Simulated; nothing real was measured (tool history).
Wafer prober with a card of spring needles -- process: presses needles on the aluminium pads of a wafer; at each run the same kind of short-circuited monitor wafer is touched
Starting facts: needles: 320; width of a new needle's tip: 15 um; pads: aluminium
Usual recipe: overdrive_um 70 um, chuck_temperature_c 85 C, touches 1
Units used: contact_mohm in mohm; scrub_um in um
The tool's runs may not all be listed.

run    day  overdrive_um  chuck_temperature_c  touches  contact_mohm  scrub_um
  1      0            70                   85        1           196     15.32
     0.133  -- tips cleaned on abrasive film
  2  0.221            70                   85        1           202     15.36
     0.333  -- tips cleaned on abrasive film
  3  0.471            70                   37        1           189      15.3
     0.533  -- tips cleaned on abrasive film
     0.754  -- tips cleaned on abrasive film
  4  0.796            70                   37        1           186     15.23
     0.971  -- tips cleaned on abrasive film
  5  1.062            70                   37        1           190     15.31
     1.183  -- tips cleaned on abrasive film
     1.383  -- tips cleaned on abrasive film
  6  1.392            70                   37        1           191     15.26
     1.608  -- tips cleaned on abrasive film
  7  1.779            70                   85        1           200     15.26
     1.838  -- tips cleaned on abrasive film
     2.046  -- tips cleaned on abrasive film
  8  2.071            70                   85        1           202     15.24
     2.258  -- tips cleaned on abrasive film
  9   2.45            70                   85        1           200     15.15
     2.479  -- tips cleaned on abrasive film
     2.696  -- tips cleaned on abrasive film
 10  2.783            70                   85        1           199     15.17
     2.912  -- tips cleaned on abrasive film
     3.133  -- tips cleaned on abrasive film
 11  3.158            70                   85        1           198      15.2
     3.362  -- tips cleaned on abrasive film
 12  3.488            70                   85        1           201      15.2
     3.575  -- tips cleaned on abrasive film
 13  3.771            70                   85        1           199     15.16
     3.804  -- tips cleaned on abrasive film
     4.004  -- tips cleaned on abrasive film
 14  4.146            70                   85        1           201      15.1
     4.217  -- tips cleaned on abrasive film
 15  4.346            70                   85        1           199     15.32
     4.433  -- tips cleaned on abrasive film
     4.638  -- tips cleaned on abrasive film
 16  4.704            70                   85        1           202     15.05
     4.858  -- tips cleaned on abrasive film
 17  4.975            86                  123        2           203      18.5
     5.062  -- tips cleaned on abrasive film
 18  5.221            75                   31        1           187     16.18
     5.275  -- tips cleaned on abrasive film
     5.479  -- tips cleaned on abrasive film
 19  5.542            70                   47        1           192     15.03
     5.708  -- tips cleaned on abrasive film
 20  5.721            70                   47        1           194     15.08
     5.912  -- tips cleaned on abrasive film
 21  6.083            70                  102        3           204     15.03
     6.121  -- tips cleaned on abrasive film
     6.329  -- tips cleaned on abrasive film
 22  6.333            70                   28        3           191     14.98
     6.362  -- gauge calibrated
       6.4  -- height of the first contact set anew
     6.554  -- tips cleaned on abrasive film
 23  6.625            70                  121        1           204     15.35
     6.767  -- tips cleaned on abrasive film
 24  6.946            61                  121        1           212     13.41
     6.983  -- tips cleaned on abrasive film
       7.2  -- tips cleaned on abrasive film
 25  7.292            84                   49        3           191     18.33
     7.412  -- tips cleaned on abrasive film
 26  7.538            84                   49        3           188     18.39
     7.629  -- tips cleaned on abrasive film
 27  7.775            81                   85        2           197     17.67
      7.85  -- tips cleaned on abrasive film
 28  7.962            81                   85        3           202     17.65
     8.062  -- tips cleaned on abrasive film
     8.275  -- tips cleaned on abrasive film
 29  8.308            70                   85        2           202      15.3
     8.492  -- tips cleaned on abrasive film
 30  8.529            59                  119        3           213     12.73
     8.704  -- tips cleaned on abrasive film
     8.904  -- tips cleaned on abrasive film
 31  8.938            75                   66        1           194     16.25

Below, each run's measurement less what the same run would have read without the hidden state. Both values contain the same run-to-run variation, but the gauge's scatter may not be the same in both:
Unlogged tool condition in this case: debris on the tips, nm; way that the needles fall short of the set height, um; tips' diameter, um; drift of the gauge itself on contact_mohm, %; drift of the gauge itself on scrub_um, %.
run  scrub_um
  1        +0
  2     -0.01
  3     -0.03
  4     -0.04
  5     -0.06
  6     -0.08
  7      -0.1
  8     -0.11
  9     -0.13
 10     -0.16
 11     -0.18
 12      -0.2
 13     -0.21
 14     -0.23
 15     -0.25
 16     -0.26
 17     -0.33
 18     -0.31
 19     -0.31
 20     -0.32
 21     -0.33
 22     -0.35
 23     -0.01
 24     -0.03
 25     -0.07
 26     -0.08
 27     -0.09
 28      -0.1
 29     -0.11
 30      -0.1
 31     -0.15
contact_mohm: within 1 mohm of the measured result in every run.
